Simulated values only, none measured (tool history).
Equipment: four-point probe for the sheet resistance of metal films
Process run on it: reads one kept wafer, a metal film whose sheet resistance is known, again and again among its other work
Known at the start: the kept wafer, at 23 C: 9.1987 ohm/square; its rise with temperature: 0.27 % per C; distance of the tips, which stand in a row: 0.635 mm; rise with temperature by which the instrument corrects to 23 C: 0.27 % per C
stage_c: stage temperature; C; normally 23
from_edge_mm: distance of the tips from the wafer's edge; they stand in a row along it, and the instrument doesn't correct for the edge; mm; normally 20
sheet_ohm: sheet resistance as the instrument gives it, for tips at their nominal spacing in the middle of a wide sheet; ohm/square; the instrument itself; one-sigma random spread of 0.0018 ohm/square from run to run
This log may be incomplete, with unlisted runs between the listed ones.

| run | hour | stage_c | from_edge_mm | sheet_ohm |
|---|---|---|---|---|
| 1 | 0.0 | 23 | 20 | 9.265548 |
| 2 | 35.0 | 23 | 20 | 9.270239 |
| 3 | 102.1 | 23 | 20 | 9.271036 |
| 4 | 145.0 | 23 | 29 | 9.269140 |
| 5 | 205.6 | 23 | 20 | 9.270901 |
| 6 | 268.2 | 23 | 20 | 9.274119 |
|  | 272.9 | stage's thermometer calibrated |
| 7 | 302.2 | 23 | 20 | 9.271352 |
| 8 | 379.9 | 26 | 20 | 9.275055 |
| 9 | 440.4 | 31 | 18 | 9.273709 |
|  | 458.5 | stage's thermometer calibrated, once more |
| 10 | 499.4 | 31 | 5 | 9.356722 |
| 11 | 535.0 | 21 | 4 | 9.406827 |
| 12 | 577.0 | 24 | 34 | 9.279607 |
| 13 | 653.5 | 24 | 10 | 9.299188 |
| 14 | 698.6 | 30 | 5 | 9.363741 |

Subtracting, for every run, the result it would have given without the tool's unlogged condition from the measured result gives the following. The same run-to-run variation enters both numbers; the gauge's scatter may not:
Hidden state at play: inner tips' distance over the nominal, %; tips' flats over new ones', %; wafer's true temperature over the reading, C; drift of the gauge itself on sheet_ohm, %.
| run | sheet_ohm |
|---|---|
| 1 | +0.063472 |
| 2 | +0.064353 |
| 3 | +0.065799 |
| 4 | +0.066688 |
| 5 | +0.067987 |
| 6 | +0.069542 |
| 7 | +0.068088 |
| 8 | +0.070018 |
| 9 | +0.071335 |
| 10 | +0.079940 |
| 11 | +0.081189 |
| 12 | +0.081110 |
| 13 | +0.082954 |
| 14 | +0.084524 |
